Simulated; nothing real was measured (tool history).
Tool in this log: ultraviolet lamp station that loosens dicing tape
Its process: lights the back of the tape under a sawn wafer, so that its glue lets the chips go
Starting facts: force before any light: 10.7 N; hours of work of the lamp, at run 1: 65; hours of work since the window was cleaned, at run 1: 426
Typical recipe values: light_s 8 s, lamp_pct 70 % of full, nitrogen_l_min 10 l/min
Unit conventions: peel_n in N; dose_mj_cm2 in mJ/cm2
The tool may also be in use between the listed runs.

run,hour,light_s,lamp_pct,nitrogen_l_min,hours of work of the lamp,hours of work since the window was cleaned,peel_n,dose_mj_cm2
1,0,8,70,10,65,426,2.207,361
2,11.4,8,95,10,70,431,1.424,484
3,21.9,8,95,10,75,436,1.391,488
4,30.6,8,95,10,79,440,1.443,485
5,43.8,8,95,10,85,447,1.386,480
6,49.8,8,70,10,88,449,2.335,350
7,62,8,84,10,94,455,1.785,425
8,70.8,8,87,10,98,459,1.738,434
9,79.7,8,74,10,102,463,2.154,368
10,92.8,8,70,10,109,470,2.354,352
11,106.1,7,75,15,115,476,2.327,330
12,117.6,4,63,4,120,481,6.143,155
13,124.3,6,86,5,123,485,3.335,315

What will run 14 give?
# hour 125.6: window cleaned of glue's vapour
14,136.5,6,62,3,129,5,?,?

Run 14 produced peel_n 5.299 N, dose_mj_cm2 203 mJ/cm2.
With the hidden condition absent and the run-to-run variation left alone, this run would have shown peel_n 4.004 N, dose_mj_cm2 290 mJ/cm2.

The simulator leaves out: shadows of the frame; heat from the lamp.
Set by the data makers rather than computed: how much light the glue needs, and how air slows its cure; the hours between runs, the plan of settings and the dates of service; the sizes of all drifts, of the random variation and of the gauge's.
